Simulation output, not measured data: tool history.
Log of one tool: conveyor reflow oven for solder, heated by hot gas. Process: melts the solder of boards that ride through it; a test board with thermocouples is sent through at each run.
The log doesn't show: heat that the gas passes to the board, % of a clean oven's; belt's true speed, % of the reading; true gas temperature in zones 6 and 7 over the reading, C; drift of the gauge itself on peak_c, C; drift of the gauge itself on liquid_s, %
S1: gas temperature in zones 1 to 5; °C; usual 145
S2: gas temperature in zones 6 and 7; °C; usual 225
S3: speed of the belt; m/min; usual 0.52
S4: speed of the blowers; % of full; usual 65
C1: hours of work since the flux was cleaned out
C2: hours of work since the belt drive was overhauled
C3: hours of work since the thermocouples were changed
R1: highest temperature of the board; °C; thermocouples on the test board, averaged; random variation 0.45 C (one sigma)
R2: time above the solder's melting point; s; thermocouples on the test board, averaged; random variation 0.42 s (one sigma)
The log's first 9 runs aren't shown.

Run 10, hour 161: usual settings but S3 0.59 m/min; C1 34; C2 23; C3 297. Result: R1 209.5 °C, R2 49.7 s.
Run 11, hour 172.5: usual settings but S2 235 °C; C1 40; C2 29; C3 303. Result: R1 222.2 °C, R2 67.9 s.
At hour 186.3: belt drive overhauled, speed set with a stopwatch, once more.
Run 12, hour 196.8: usual settings; C1 51; C2 6; C3 314. Result: R1 211.9 °C, R2 60.5 s.
Run 13, hour 224.8: usual settings; C1 66; C2 21; C3 329. Result: R1 211.7 °C, R2 60.3 s.
Run 14, hour 248.1: usual settings; C1 79; C2 33; C3 342. Result: R1 211.2 °C, R2 59.7 s.
Run 15, hour 274.5: usual settings but S2 215 °C; C1 93; C2 48; C3 356. Result: R1 202.5 °C, R2 51.3 s.
Run 16, hour 295.1: usual settings but S2 215 °C; C1 104; C2 59; C3 368. Result: R1 203.4 °C, R2 50.9 s.
Run 17, hour 317.8: usual settings but S2 223 °C; C1 116; C2 71; C3 380. Result: R1 209.7 °C, R2 57.6 s.
Run 18, hour 342.2: usual settings but S1 154 °C, S2 223 °C, S3 0.565 m/min, S4 71 % of full; C1 129; C2 84; C3 393. Result: R1 210.6 °C, R2 57.7 s.
Run 19, hour 364: usual settings but S1 131 °C, S2 234 °C, S3 0.454 m/min, S4 83 % of full; C1 141; C2 96; C3 405. Result: R1 223.6 °C, R2 75.2 s.
Run 20, hour 375.5: usual settings but S1 131 °C, S2 234 °C, S3 0.454 m/min, S4 83 % of full; C1 147; C2 102; C3 411. Result: R1 224.2 °C, R2 74.5 s.
Run 21, hour 396.7: usual settings but S1 131 °C, S2 234 °C, S3 0.454 m/min, S4 57 % of full; C1 159; C2 114; C3 422. Result: R1 219.4 °C, R2 70 s.
Run 22, hour 410: usual settings but S1 153 °C, S2 224 °C, S3 0.454 m/min, S4 77 % of full; C1 166; C2 121; C3 430. Result: R1 215.3 °C, R2 78.7 s.
Run 23, hour 426.9: usual settings but S1 153 °C, S2 224 °C, S3 0.454 m/min, S4 77 % of full; C1 175; C2 130; C3 439. Result: R1 216 °C, R2 78.7 s.
Run 24, hour 450.1: usual settings but S1 153 °C, S2 224 °C, S3 0.454 m/min, S4 77 % of full; C1 188; C2 143; C3 451. Result: R1 215.3 °C, R2 78.8 s.
Run 25, hour 461.9: usual settings but S1 153 °C, S2 224 °C, S3 0.454 m/min, S4 77 % of full; C1 194; C2 149; C3 458. Result: R1 216 °C, R2 78.3 s.
Run 26, hour 481.1: usual settings but S1 153 °C, S2 224 °C, S3 0.454 m/min, S4 77 % of full; C1 205; C2 159; C3 468. Result: R1 215.5 °C, R2 78.1 s.
Run 27, hour 501.6: usual settings but S3 0.558 m/min, S4 72 % of full; C1 216; C2 171; C3 479. Result: R1 210.9 °C, R2 54.3 s.
Run 28, hour 523.3: usual settings but S2 222 °C; C1 227; C2 182; C3 491. Result: R1 208.7 °C, R2 56.5 s.
Run 29, hour 550.6: usual settings but S1 154 °C, S2 219 °C, S4 52 % of full; C1 242; C2 197; C3 506. Result: R1 204.9 °C, R2 56.2 s.
Run 30, hour 567: usual settings but S3 0.491 m/min; C1 251; C2 206; C3 515. Result: R1 211.6 °C, R2 64.2 s.

4 ways to go on from here, each from the tool as it stands after run 30. What would each give?
Run A, hour 592.1: usual settings but S1 136 °C, S2 229 °C, S3 0.473 m/min; C1 265; C2 219; C3 528. Result: R1 ?, R2 ?.
Run B, hour 592.1: usual settings but S2 217 °C, S3 0.581 m/min; C1 265; C2 219; C3 528. Result: R1 ?, R2 ?.
Run C, hour 592.1: usual settings but S1 135 °C, S3 0.561 m/min, S4 56 % of full; C1 265; C2 219; C3 528. Result: R1 ?, R2 ?.
Run D, hour 592.1: usual settings but S2 224 °C, S3 0.491 m/min; C1 265; C2 219; C3 528. Result: R1 ?, R2 ?.

run     R1    R2
  A  215.7  66.1
  B  201.5  41.1
  C  205.4  43.5
  D  211.2  62.9
Without the tool's hidden state the same runs would have given:
run     R1    R2
  A  218.5  68.5
  B  204.3  44.7
  C  208.3  46.8
  D    214  65.4
